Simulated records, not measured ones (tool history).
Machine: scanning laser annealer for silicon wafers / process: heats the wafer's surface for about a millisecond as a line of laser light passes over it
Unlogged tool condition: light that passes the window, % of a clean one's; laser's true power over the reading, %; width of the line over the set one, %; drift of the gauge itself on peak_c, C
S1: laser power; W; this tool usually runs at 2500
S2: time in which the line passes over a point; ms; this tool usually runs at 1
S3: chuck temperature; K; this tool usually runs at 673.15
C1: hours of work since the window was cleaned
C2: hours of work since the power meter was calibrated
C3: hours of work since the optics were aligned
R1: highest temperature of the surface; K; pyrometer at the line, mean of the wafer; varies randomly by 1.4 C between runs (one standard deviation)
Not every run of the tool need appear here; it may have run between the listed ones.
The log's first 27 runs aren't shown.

{"run": 28, "hour": 582.5, "S1": 2500, "S2": 1.21, "S3": 649.15, "C1": 820, "C2": 633, "C3": 383, "R1": 1487.15}
{"run": 29, "hour": 598.0, "S1": 2500, "S2": 1.21, "S3": 649.15, "C1": 830, "C2": 643, "C3": 393, "R1": 1485.15}
{"run": 30, "hour": 614.1, "S1": 2500, "S2": 1.13, "S3": 649.15, "C1": 840, "C2": 654, "C3": 403, "R1": 1455.15}
{"run": 31, "hour": 642.3, "S1": 2500, "S2": 1.13, "S3": 649.15, "C1": 858, "C2": 672, "C3": 421, "R1": 1455.15}
{"run": 32, "hour": 663.8, "S1": 2500, "S2": 1.13, "S3": 649.15, "C1": 872, "C2": 686, "C3": 435, "R1": 1454.15}
{"run": 33, "hour": 677.6, "S1": 2681, "S2": 0.84, "S3": 640.15, "C1": 881, "C2": 695, "C3": 444, "R1": 1393.15}
{"run": 34, "hour": 703.8, "S1": 2681, "S2": 0.84, "S3": 640.15, "C1": 898, "C2": 712, "C3": 461, "R1": 1390.15}
{"hour": 731.4, "done": "window over the wafer cleaned"}
{"run": 35, "hour": 734.3, "S1": 2455, "S2": 1.13, "S3": 660.15, "C1": 2, "C2": 730, "C3": 479, "R1": 1470.15}
{"run": 36, "hour": 763.1, "S1": 2166, "S2": 0.91, "S3": 679.15, "C1": 20, "C2": 749, "C3": 498, "R1": 1304.15}
{"run": 37, "hour": 795.8, "S1": 2561, "S2": 1.21, "S3": 673.15, "C1": 42, "C2": 770, "C3": 519, "R1": 1556.15}
{"run": 38, "hour": 827.3, "S1": 2500, "S2": 1.09, "S3": 690.15, "C1": 62, "C2": 790, "C3": 539, "R1": 1501.15}
{"run": 39, "hour": 840.5, "S1": 2500, "S2": 1.09, "S3": 690.15, "C1": 71, "C2": 799, "C3": 548, "R1": 1500.15}
{"run": 40, "hour": 860.9, "S1": 2381, "S2": 1.2, "S3": 690.15, "C1": 84, "C2": 812, "C3": 561, "R1": 1495.15}
{"run": 41, "hour": 892.4, "S1": 2381, "S2": 0.81, "S3": 704.15, "C1": 104, "C2": 832, "C3": 581, "R1": 1357.15}

Alternative continuations, all from the tool just after run 41; predict every row:
{"run": "A", "hour": 905.5, "S1": 2704, "S2": 0.81, "S3": 704.15, "C1": 112, "C2": 841, "C3": 590, "R1": "?"}
{"run": "B", "hour": 905.5, "S1": 2326, "S2": 1.01, "S3": 704.15, "C1": 112, "C2": 841, "C3": 590, "R1": "?"}
{"run": "C", "hour": 905.5, "S1": 2500, "S2": 1, "S3": 671.15, "C1": 112, "C2": 841, "C3": 590, "R1": "?"}

run=A R1=1468.15
run=B R1=1418.15
run=C R1=1447.15
Had the tool no hidden state, the same runs would have come out as:
run=A R1=1474.15
run=B R1=1424.15
run=C R1=1453.15
